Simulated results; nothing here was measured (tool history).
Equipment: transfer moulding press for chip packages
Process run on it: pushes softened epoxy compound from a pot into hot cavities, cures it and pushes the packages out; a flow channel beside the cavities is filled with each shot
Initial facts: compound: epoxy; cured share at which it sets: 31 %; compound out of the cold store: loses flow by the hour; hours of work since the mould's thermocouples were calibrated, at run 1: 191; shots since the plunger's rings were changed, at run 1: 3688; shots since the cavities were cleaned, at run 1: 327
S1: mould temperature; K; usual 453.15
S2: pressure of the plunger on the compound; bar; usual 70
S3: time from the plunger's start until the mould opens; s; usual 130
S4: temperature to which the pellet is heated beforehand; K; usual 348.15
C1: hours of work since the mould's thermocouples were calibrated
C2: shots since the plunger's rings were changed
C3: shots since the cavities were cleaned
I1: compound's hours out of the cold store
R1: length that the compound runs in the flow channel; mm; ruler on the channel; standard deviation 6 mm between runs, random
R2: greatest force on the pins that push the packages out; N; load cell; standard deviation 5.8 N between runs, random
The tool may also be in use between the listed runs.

run     day      S1    S2   S3      S4   C1    C2   C3    I1   R1   R2
  1       0  453.15    70  130  348.15  191  3688  327  13.5  689  282
  2   0.375  453.15    70  130  348.15  196  3763  402   8.3  688  300
  3   1.029  448.15    70  130  348.15  204  3895  534  22.5  675  387
  4   1.758  453.15    70  130  348.15  214  4041  680  22.9  663  345
  5   2.217  453.15    70  130  348.15  220  4133  772  34.3  632  339
      2.792  -- cavities cleaned with cleaning compound and waxed
  6     2.8  453.15    70  130  348.15  227  4237    1   8.7  690  226
  7   3.179  453.15    70  130  348.15  232  4314   78    40  625  233
      3.683  -- plunger's sealing rings changed
  8   3.725  450.15    70  130  348.15  238     9  167  40.3  669  276
  9   4.317  450.15    70  130  348.15  246   127  285  27.7  690  323
 10   4.867  450.15    70  130  348.15  253   238  396  41.6  665  323
 11   5.296  450.15  64.1  130  348.15  259   324  482  31.5  655  350
 12   5.642  450.15  64.1  130  348.15  264   393  551  10.5  701  359
 13   6.121  450.15  64.1  130  348.15  270   489  647  20.4  672  386
 14   6.617  450.15  64.1  130  348.15  277   589  747  27.5  660  396
      7.321  -- cavities cleaned with cleaning compound and waxed
 15   7.429  452.15  74.8  130  345.15  287   740   22  42.5  667  231
 16   8.042  446.15  81.7  159  343.15  295   863  145    10  808  243
 17     8.7  446.15  80.6  121  355.15  304   995  277  33.6  738  416
 18   9.217  445.15    66  156  348.15  311  1099  381  43.7  637  305
 19   9.979  454.15  77.7  136  340.15  321  1252  534  46.9  660  304
 20  10.346  458.15  67.5  154  340.15  326  1325  607    15  679  299
     10.483  -- mould's thermocouples calibrated
 21  11.133  458.15  67.5  154  340.15    9  1467  749  26.7  654  319
 22  11.729  453.15  81.3  116  348.15   17  1586  868    46  685  370
      11.85  -- cavities cleaned with cleaning compound and waxed
 23  12.529  453.15  81.3  116  348.15   27  1735  137  47.3  679  269
 24  13.025  445.15  59.9  135  339.15   33  1835  237  32.3  634  356
 25  13.621  445.15  59.9  135  339.15   41  1954  356  10.8  679  415
     14.062  -- mould's thermocouples calibrated, once more
 26  14.188  445.15  59.9  135  339.15    2  2051  453  13.8  678  463
 27  14.658  453.15    70  156  349.15    8  2145  547  12.4  716  290
 28  15.321  453.15    70  156  350.15   17  2278  680  33.3  650  324

Each row is a separate what-if for the run after 28, all from the same tool condition, not one after another. Results?
  A  15.733  453.15    70  130  345.15  22  2361  763  37.7   ?   ?
  B  15.733  448.15  77.9  138  348.15  22  2361  763  16.4   ?   ?
  C  15.733  461.15  70.9  127  350.15  22  2361  763  32.8   ?   ?
  D  15.733  449.15  80.4  156  351.15  22  2361  763  32.5   ?   ?

run   R1   R2
  A  636  349
  B  750  402
  C  644  324
  D  713  340
Without the tool's unlogged condition, the same runs would have read:
run   R1   R2
  A  659  208
  B  777  244
  C  667  191
  D  739  202
